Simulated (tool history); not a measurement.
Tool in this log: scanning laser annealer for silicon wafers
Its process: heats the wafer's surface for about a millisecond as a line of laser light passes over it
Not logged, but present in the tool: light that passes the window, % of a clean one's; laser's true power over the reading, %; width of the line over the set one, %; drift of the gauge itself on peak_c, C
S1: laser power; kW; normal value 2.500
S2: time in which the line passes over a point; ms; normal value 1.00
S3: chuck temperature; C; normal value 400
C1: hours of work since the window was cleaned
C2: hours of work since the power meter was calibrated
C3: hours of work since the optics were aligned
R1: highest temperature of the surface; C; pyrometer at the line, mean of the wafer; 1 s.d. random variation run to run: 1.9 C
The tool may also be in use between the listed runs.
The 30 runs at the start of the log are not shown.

run,hour,S1,S2,S3,C1,C2,C3,R1
31,276.1,2.389,0.71,367,244,200,10,1002
32,281.7,2.128,0.74,396,247,202,12,971
33,287.5,2.161,0.99,396,249,205,15,1061
34,299.9,2.500,1.00,381,255,210,20,1161
35,306.2,2.500,1.02,400,257,213,23,1189
36,314.0,2.500,1.02,400,261,216,26,1192
37,324.5,2.500,1.02,407,265,221,31,1196
38,334.7,2.570,1.02,407,270,225,35,1219
39,341.9,2.300,1.02,385,273,228,38,1104
40,349.7,2.386,1.00,400,276,232,42,1146

Predict each of these 4 candidate next runs independently; none follows another, all start after run 40:
A,359.5,2.387,1.00,400,280,236,46,?
B,359.5,2.297,1.14,384,280,236,46,?
C,359.5,2.500,1.18,377,280,236,46,?
D,359.5,2.386,0.93,412,280,236,46,?

run,R1
A,1143
B,1144
C,1220
D,1135
Without the tool's hidden state the same runs would have given:
run,R1
A,1156
B,1157
C,1235
D,1147

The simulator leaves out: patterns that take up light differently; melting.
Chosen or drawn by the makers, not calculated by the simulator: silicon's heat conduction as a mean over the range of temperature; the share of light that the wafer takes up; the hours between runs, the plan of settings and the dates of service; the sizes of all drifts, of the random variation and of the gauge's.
